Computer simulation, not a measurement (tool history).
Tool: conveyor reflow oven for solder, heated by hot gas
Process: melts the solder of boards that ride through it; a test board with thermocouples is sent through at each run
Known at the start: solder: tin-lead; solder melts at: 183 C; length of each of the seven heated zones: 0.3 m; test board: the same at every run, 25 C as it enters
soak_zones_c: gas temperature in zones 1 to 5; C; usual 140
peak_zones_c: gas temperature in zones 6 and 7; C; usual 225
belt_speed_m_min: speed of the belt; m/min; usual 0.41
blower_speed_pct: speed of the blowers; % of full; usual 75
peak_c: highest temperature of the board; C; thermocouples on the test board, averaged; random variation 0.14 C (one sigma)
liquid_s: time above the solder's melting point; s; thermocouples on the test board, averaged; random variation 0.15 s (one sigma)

run,day,soak_zones_c,peak_zones_c,belt_speed_m_min,blower_speed_pct,peak_c,liquid_s
1,0,140,225,0.41,75,214.3,65.6
2,0.5,140,225,0.41,75,214.2,65.5
3,1.058,140,225,0.41,75,214.3,65.6
4,1.892,140,225,0.41,75,214.2,65.3
5,2.379,139,225,0.41,75,214.2,65.2
6,3.15,139,225,0.41,75,214.3,65.1

Run 7 comes next. What will it give?
7,3.771,143,225,0.489,72,?,?

peak_c: 209.7 C
liquid_s: 50.5 s
Without the tool's hidden state the same run would have given peak_c 209.7 C, liquid_s 50.6 s.
